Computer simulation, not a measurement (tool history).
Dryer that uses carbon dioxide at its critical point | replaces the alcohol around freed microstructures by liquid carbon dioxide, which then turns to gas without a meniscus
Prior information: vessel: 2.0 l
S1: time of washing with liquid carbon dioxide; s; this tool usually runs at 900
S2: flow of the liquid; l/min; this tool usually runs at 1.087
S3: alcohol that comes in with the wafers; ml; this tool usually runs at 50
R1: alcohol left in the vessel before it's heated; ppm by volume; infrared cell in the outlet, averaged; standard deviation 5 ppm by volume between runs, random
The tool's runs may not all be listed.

| run | hour | S1 | S2 | S3 | R1 |
|---|---|---|---|---|---|
| 1 | 0.0 | 900 | 1.087 | 50 | 54 |
| 2 | 28.0 | 900 | 1.087 | 96 | 95 |
| 3 | 53.7 | 900 | 1.087 | 96 | 90 |
| 4 | 67.6 | 900 | 1.087 | 96 | 95 |
| 5 | 87.1 | 540 | 1.087 | 50 | 555 |
| 6 | 113.0 | 900 | 1.087 | 50 | 48 |
| 7 | 143.1 | 900 | 1.087 | 50 | 67 |
| 8 | 171.1 | 900 | 1.087 | 85 | 85 |
| 9 | 201.2 | 900 | 1.510 | 50 | 15 |
| 10 | 220.4 | 900 | 1.087 | 50 | 63 |
| 11 | 234.1 | 720 | 1.087 | 50 | 177 |
| 12 | 257.2 | 900 | 1.087 | 53 | 66 |
| 13 | 279.8 | 900 | 1.087 | 50 | 72 |
| 14 | 305.9 | 900 | 1.087 | 50 | 68 |
| 15 | 318.8 | 960 | 0.850 | 66 | 220 |
| 16 | 349.0 | 900 | 0.840 | 50 | 239 |

Predict the results of run 17:
| 17 | 363.8 | 1260 | 1.087 | 58 | ? |

Run 17 produced R1 13 ppm by volume.
Minus the tool's unlogged condition, the same run would have read R1 0 ppm by volume.
